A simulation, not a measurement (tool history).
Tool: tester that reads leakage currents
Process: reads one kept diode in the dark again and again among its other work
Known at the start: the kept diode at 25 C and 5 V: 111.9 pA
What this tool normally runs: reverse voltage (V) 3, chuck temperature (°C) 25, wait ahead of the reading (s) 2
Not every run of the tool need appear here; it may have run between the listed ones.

run	hour	reverse voltage (V)	chuck temperature (°C)	wait ahead of the reading (s)	current that the tester gives (pA)
1	0	3	25	2	106.37
2	23.9	3	43	2	483.68
3	58.8	3	43	2	485.43
4	103.5	2.46	43	2	457.05
5	129.3	2.46	43	2	458.48
6	151.2	2.46	43	2	458.25
7	191.3	2.46	43	2	462.22
8	213.6	3	25	2	108.5
# hour 242.5: chuck's temperature calibrated
9	256.9	3	25	2	97.26
10	302.3	3	25	2	97.82
11	338.3	3	25	2	97.82
12	385.4	3	25	2	98.51
13	423.8	3	25	2	98.77
14	463.9	3	25	2	98.71
15	485.2	3	25	2	99.53
16	518.4	3	54	2	1073.23
17	543.4	3	25	2	100.59
18	586.3	3	25	1.88	100.8
19	614.1	3	25	1.88	100.69
# hour 647.4: probe card cleaned and baked
20	658.8	3	25	2	98.75
21	701.3	3	25	2	98.75
22	733.9	3	25	2	99.63
23	768	6.85	25	6	129.2
24	801.8	6.85	25	6	129.98
25	838.7	6.85	25	6	130.1
26	872.2	3	27	2.93	119.85
27	916.6	2.49	54	1.78	1030.21
28	937.5	1.08	56	1.78	923.04
29	974.3	5.88	54	0.77	1372.8
30	997.8	5.88	54	0.77	1379.21
31	1023.8	5.41	47	4.11	779.25
32	1061.2	9.01	40	6.38	526.08
33	1106.6	9.01	40	6.38	524.99
34	1143.9	8.65	42	3.47	612.88
35	1173.1	2.42	55	4.22	1118.46
36	1202.6	2.42	55	4.22	1121.89
37	1234.6	10.48	57	0.38	2114.3
38	1255.7	3	25	3.3	103.53
39	1280.1	8.68	21	3.3	103.25
40	1312.8	5.26	41	0.69	492.87

Below are 4 alternative next runs, each starting from the tool's condition after run 40. Predict each:
A	1344.7	5.26	22	7.35	?
B	1344.7	8.36	41	1.65	?
C	1344.7	5.26	20	7.71	?
D	1344.7	1.51	41	0.69	?

run	current that the tester gives (pA)
A	95.96
B	569.37
C	79.75
D	329.04
With the hidden condition removed and each run's random variation left untouched, the same runs would have given:
run	current that the tester gives (pA)
A	86.83
B	525.9
C	71.87
D	304.65

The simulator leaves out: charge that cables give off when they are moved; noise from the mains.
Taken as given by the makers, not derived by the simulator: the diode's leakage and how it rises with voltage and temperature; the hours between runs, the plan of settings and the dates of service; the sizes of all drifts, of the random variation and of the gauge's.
